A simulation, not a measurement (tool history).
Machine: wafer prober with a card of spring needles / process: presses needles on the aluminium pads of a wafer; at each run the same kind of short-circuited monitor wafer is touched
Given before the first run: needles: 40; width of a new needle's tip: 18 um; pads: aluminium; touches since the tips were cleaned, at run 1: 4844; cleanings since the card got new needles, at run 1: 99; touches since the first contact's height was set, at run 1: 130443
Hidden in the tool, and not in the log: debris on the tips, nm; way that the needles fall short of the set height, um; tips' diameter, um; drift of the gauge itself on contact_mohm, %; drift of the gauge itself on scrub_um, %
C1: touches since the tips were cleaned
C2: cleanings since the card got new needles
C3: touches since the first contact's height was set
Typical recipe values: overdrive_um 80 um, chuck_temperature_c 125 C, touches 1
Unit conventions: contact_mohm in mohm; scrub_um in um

run 1 day=0.000 | overdrive_um=80 chuck_temperature_c=125 touches=1 | C1=4844 C2=99 C3=130443 | contact_mohm=258 scrub_um=17.32
-- day=0.133 tips cleaned on abrasive film
-- day=0.646 tips cleaned on abrasive film
-- day=1.288 tips cleaned on abrasive film
-- day=1.921 tips cleaned on abrasive film
run 2 day=2.379 | overdrive_um=80 chuck_temperature_c=125 touches=1 | C1=4403 C2=103 C3=153030 | contact_mohm=263 scrub_um=17.25
-- day=2.512 tips cleaned on abrasive film
-- day=3.025 tips cleaned on abrasive film
-- day=3.542 tips cleaned on abrasive film
-- day=4.183 tips cleaned on abrasive film
run 3 day=4.642 | overdrive_um=80 chuck_temperature_c=58 touches=1 | C1=4412 C2=107 C3=174497 | contact_mohm=271 scrub_um=17.22
-- day=4.775 tips cleaned on abrasive film
-- day=5.288 tips cleaned on abrasive film
-- day=5.917 tips cleaned on abrasive film
-- day=6.429 tips cleaned on abrasive film
run 4 day=6.688 | overdrive_um=80 chuck_temperature_c=125 touches=1 | C1=2469 C2=111 C3=193885 | contact_mohm=241 scrub_um=17.21
-- day=6.946 tips cleaned on abrasive film
-- day=7.579 tips cleaned on abrasive film
-- day=8.221 tips cleaned on abrasive film
-- day=8.617 height of the first contact set anew
-- day=8.750 tips cleaned on abrasive film
run 5 day=8.750 | overdrive_um=80 chuck_temperature_c=125 touches=1 | C1=0 C2=115 C3=1272 | contact_mohm=160 scrub_um=17.49
-- day=9.392 tips cleaned on abrasive film
-- day=10.033 tips cleaned on abrasive film
-- day=10.675 tips cleaned on abrasive film
-- day=11.192 tips cleaned on abrasive film
run 6 day=11.242 | overdrive_um=80 chuck_temperature_c=125 touches=1 | C1=490 C2=119 C3=24911 | contact_mohm=186 scrub_um=17.49
-- day=11.758 tips cleaned on abrasive film
-- day=12.400 tips cleaned on abrasive film
run 7 day=12.554 | overdrive_um=80 chuck_temperature_c=125 touches=1 | C1=1489 C2=121 C3=37375 | contact_mohm=224 scrub_um=17.43
-- day=12.942 tips cleaned on abrasive film
-- day=13.583 tips cleaned on abrasive film
-- day=14.225 tips cleaned on abrasive film
-- day=14.867 tips cleaned on abrasive film
run 8 day=15.088 | overdrive_um=80 chuck_temperature_c=125 touches=1 | C1=2125 C2=125 C3=61427 | contact_mohm=226 scrub_um=17.35
-- day=15.475 tips cleaned on abrasive film
-- day=15.992 tips cleaned on abrasive film
-- day=16.621 tips cleaned on abrasive film
run 9 day=16.729 | overdrive_um=80 chuck_temperature_c=125 touches=1 | C1=1056 C2=128 C3=76992 | contact_mohm=196 scrub_um=17.42
-- day=17.233 tips cleaned on abrasive film
-- day=17.750 tips cleaned on abrasive film
-- day=18.383 tips cleaned on abrasive film
run 10 day=18.571 | overdrive_um=80 chuck_temperature_c=125 touches=1 | C1=1773 C2=131 C3=94453 | contact_mohm=225 scrub_um=17.27
-- day=18.954 tips cleaned on abrasive film
-- day=19.588 tips cleaned on abrasive film
-- day=20.104 tips cleaned on abrasive film
run 11 day=20.596 | overdrive_um=68 chuck_temperature_c=28 touches=2 | C1=4720 C2=134 C3=113708 | contact_mohm=258 scrub_um=14.71
-- day=20.729 tips cleaned on abrasive film
-- day=21.371 tips cleaned on abrasive film
-- day=22.012 tips cleaned on abrasive film
-- day=22.646 tips cleaned on abrasive film
run 12 day=22.750 | overdrive_um=89 chuck_temperature_c=60 touches=2 | C1=999 C2=138 C3=134113 | contact_mohm=164 scrub_um=19.31

Alternative continuations, all from the tool just after run 12; predict every row:
-- day=23.262 tips cleaned on abrasive film
-- day=23.779 tips cleaned on abrasive film
run A day=24.075 | overdrive_um=95 chuck_temperature_c=83 touches=1 | C1=2824 C2=140 C3=146692 | contact_mohm=? scrub_um=?
-- day=23.262 tips cleaned on abrasive film
-- day=23.779 tips cleaned on abrasive film
run B day=24.075 | overdrive_um=83 chuck_temperature_c=125 touches=1 | C1=2824 C2=140 C3=146692 | contact_mohm=? scrub_um=?
-- day=23.262 tips cleaned on abrasive film
-- day=23.779 tips cleaned on abrasive film
run C day=24.075 | overdrive_um=87 chuck_temperature_c=125 touches=1 | C1=2824 C2=140 C3=146692 | contact_mohm=? scrub_um=?
-- day=23.262 tips cleaned on abrasive film
-- day=23.779 tips cleaned on abrasive film
run D day=24.075 | overdrive_um=89 chuck_temperature_c=46 touches=2 | C1=2824 C2=140 C3=146692 | contact_mohm=? scrub_um=?

run=A contact_mohm=211 scrub_um=20.58
run=B contact_mohm=237 scrub_um=17.87
run=C contact_mohm=228 scrub_um=18.82
run=D contact_mohm=187 scrub_um=19.20
Without the tool's unlogged condition, the same runs would have read:
run=A contact_mohm=135 scrub_um=20.82
run=B contact_mohm=145 scrub_um=18.11
run=C contact_mohm=145 scrub_um=19.06
run=D contact_mohm=132 scrub_um=19.44

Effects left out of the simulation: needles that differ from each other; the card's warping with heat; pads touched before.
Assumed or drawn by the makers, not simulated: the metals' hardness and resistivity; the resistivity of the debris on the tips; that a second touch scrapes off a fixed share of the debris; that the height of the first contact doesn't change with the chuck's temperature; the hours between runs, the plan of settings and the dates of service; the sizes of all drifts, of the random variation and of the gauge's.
